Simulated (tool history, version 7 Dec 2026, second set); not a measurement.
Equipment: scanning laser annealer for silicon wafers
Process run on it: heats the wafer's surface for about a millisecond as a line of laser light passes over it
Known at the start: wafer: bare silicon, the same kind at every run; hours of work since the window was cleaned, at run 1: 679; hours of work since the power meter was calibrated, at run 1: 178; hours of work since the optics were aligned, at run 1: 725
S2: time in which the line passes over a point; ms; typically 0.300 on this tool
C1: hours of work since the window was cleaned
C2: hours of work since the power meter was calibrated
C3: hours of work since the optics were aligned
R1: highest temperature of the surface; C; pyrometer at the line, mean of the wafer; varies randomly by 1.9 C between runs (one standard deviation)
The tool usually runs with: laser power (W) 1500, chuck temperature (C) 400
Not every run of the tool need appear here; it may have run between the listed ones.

run 1 hour=0.0 | laser_power_(W)=1500 S2=0.300 chuck_temperature_(C)=400 | C1=679 C2=178 C3=725 | R1=1125
run 2 hour=51.3 | laser_power_(W)=1500 S2=0.300 chuck_temperature_(C)=400 | C1=718 C2=217 C3=764 | R1=1122
run 3 hour=78.8 | laser_power_(W)=1533 S2=0.300 chuck_temperature_(C)=400 | C1=739 C2=238 C3=785 | R1=1141
run 4 hour=123.0 | laser_power_(W)=1533 S2=0.300 chuck_temperature_(C)=400 | C1=773 C2=272 C3=819 | R1=1143
run 5 hour=163.1 | laser_power_(W)=1533 S2=0.300 chuck_temperature_(C)=400 | C1=803 C2=302 C3=849 | R1=1139
run 6 hour=200.5 | laser_power_(W)=1533 S2=0.300 chuck_temperature_(C)=400 | C1=831 C2=330 C3=877 | R1=1142
-- hour=235.0 window over the wafer cleaned
run 7 hour=242.1 | laser_power_(W)=1533 S2=0.300 chuck_temperature_(C)=400 | C1=5 C2=360 C3=907 | R1=1142
run 8 hour=295.8 | laser_power_(W)=1533 S2=0.300 chuck_temperature_(C)=400 | C1=46 C2=401 C3=948 | R1=1140
-- hour=334.5 optics aligned, line set to its width
run 9 hour=353.3 | laser_power_(W)=1533 S2=0.300 chuck_temperature_(C)=400 | C1=86 C2=441 C3=14 | R1=1143
run 10 hour=410.0 | laser_power_(W)=1331 S2=0.284 chuck_temperature_(C)=400 | C1=129 C2=484 C3=57 | R1=1021
run 11 hour=439.6 | laser_power_(W)=1314 S2=0.344 chuck_temperature_(C)=388 | C1=151 C2=506 C3=80 | R1=1048
run 12 hour=473.1 | laser_power_(W)=1603 S2=0.300 chuck_temperature_(C)=409 | C1=177 C2=532 C3=105 | R1=1189

Predict the results of run 13:
run 13 hour=508.5 | laser_power_(W)=1603 S2=0.300 chuck_temperature_(C)=409 | C1=204 C2=559 C3=132 | R1=?

Run 13 yielded R1 1187 C.
Had the tool carried no hidden state, the very same run would have given R1 1188 C.

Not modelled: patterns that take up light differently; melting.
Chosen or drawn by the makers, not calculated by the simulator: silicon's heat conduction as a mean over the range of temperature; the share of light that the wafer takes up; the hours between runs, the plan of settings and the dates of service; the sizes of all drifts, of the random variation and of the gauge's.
